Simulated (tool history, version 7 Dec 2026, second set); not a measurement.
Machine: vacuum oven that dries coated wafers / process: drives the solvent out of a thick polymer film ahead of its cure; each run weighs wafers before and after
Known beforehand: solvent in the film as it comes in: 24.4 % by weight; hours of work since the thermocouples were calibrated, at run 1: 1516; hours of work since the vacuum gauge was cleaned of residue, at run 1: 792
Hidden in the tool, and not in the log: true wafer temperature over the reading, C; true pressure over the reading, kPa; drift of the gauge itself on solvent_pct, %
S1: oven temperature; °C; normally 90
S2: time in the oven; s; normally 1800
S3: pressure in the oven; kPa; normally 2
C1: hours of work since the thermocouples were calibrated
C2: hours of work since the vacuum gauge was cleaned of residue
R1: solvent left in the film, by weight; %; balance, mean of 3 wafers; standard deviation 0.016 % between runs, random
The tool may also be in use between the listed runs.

run    hour   S1    S2    S3    C1    C2    R1
  1       0   90  1800     2  1516   792   1.2
  2    61.9   90  3180     2  1557   833  0.84
  3   131.7   90  3180     2  1604   880  0.81
        179  -- oven's thermocouples calibrated
  4   246.9   81  3180     2    45   955  1.66
  5   352.2   90  1260     2   116  1026  2.69
  6   442.4   79  1260     2   176  1086  6.16
  7   558.4   90  2340     2   253  1163  1.13
  8   651.3   90  2340     2   315  1225   1.1
  9   728.5   90  2340     2   367  1277  1.09
      761.7  -- vacuum gauge cleaned of residue and calibrated
 10     823   90  2340     2   429    41  0.97
 11   909.1   90  2340     2   487    98  0.94
 12   965.9   89  1800     2   525   136  1.47
 13  1062.4   89  1800   1.6   589   201   1.3
 14  1143.7   80  1800   1.6   643   255  3.15
 15  1208.6   96   960   1.6   687   299  1.99
 16  1316.3   78  1080     2   759   370  7.02
 17  1420.5  100  3060  1.67   828   440  0.46
 18  1506.6  100  3060  1.67   886   498  0.46
 19  1619.8   78  3180     2   962   573  1.75
 20  1738.7   78  3180     2  1041   653  1.77
 21  1828.7   78  2160  4.69  1101   713  4.29
 22  1897.5   78  3000  4.69  1147   759  3.35
 23  2017.6  101  3000  2.18  1227   839  0.57
 24  2123.3   90  2700  3.98  1298   910  1.53
 25  2224.9   90  2700  3.98  1366   977  1.54
 26  2296.9   96  1320  3.98  1414  1026  1.63

For each run, the measured value with the value that run would have given without the tool's hidden condition subtracted. The run-to-run variation is shared by both, the gauge scatter possibly not:
run     R1
  1  -0.28
  2  -0.03
  3  -0.03
  4  +0.11
  5  -0.01
  6  -0.08
  7  +0.07
  8  +0.06
  9  +0.06
 10  -0.08
 11  -0.08
 12  -0.17
 13  -0.19
 14  -0.42
 15  -0.32
 16  -0.68
 17     +0
 18     +0
 19  -0.27
 20  -0.28
 21  -0.69
 22  -0.48
 23  +0.01
 24  -0.14
 25  -0.14
 26  -0.35

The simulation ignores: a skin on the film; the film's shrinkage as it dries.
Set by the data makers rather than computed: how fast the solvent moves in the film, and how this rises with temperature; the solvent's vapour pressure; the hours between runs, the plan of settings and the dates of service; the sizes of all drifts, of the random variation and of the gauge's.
